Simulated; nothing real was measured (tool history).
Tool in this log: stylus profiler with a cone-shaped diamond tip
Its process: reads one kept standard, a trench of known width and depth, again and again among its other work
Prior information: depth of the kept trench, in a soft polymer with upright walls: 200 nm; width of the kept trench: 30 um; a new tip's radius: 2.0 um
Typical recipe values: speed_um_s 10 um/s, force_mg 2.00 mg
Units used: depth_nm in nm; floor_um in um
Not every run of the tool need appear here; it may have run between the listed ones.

run	hour	speed_um_s	force_mg	depth_nm	floor_um
1	0.0	10	2.00	201.36	28.15
2	48.8	10	2.66	202.10	28.17
3	108.3	10	2.00	201.62	28.16
4	143.1	10	2.00	201.71	28.21
5	222.0	10	1.71	201.34	28.13
6	296.6	10	1.09	200.98	28.16
7	337.6	10	1.09	200.83	28.16
8	382.0	10	4.88	203.04	28.14
9	428.0	2	0.77	200.53	28.12
10	467.3	3	2.29	201.60	28.18
11	511.4	11	0.87	200.77	28.09
12	582.0	5	1.12	200.80	28.16
13	650.1	4	1.38	200.90	28.17
14	705.5	20	1.51	201.01	28.11
15	747.7	20	1.51	200.99	28.10
16	823.9	30	5.66	203.14	28.08

Alternative continuations, all from the tool just after run 16; predict every row:
A	886.5	17	0.73	?	?
B	886.5	3	4.58	?	?
C	886.5	10	2.54	?	?
D	886.5	4	5.48	?	?

run	depth_nm	floor_um
A	200.36	28.02
B	202.91	28.07
C	201.63	28.11
D	203.10	28.04
Take away the tool's hidden state, keep each run's random variation, and the runs would have read:
run	depth_nm	floor_um
A	200.96	28.16
B	203.53	28.21
C	202.24	28.25
D	203.72	28.18

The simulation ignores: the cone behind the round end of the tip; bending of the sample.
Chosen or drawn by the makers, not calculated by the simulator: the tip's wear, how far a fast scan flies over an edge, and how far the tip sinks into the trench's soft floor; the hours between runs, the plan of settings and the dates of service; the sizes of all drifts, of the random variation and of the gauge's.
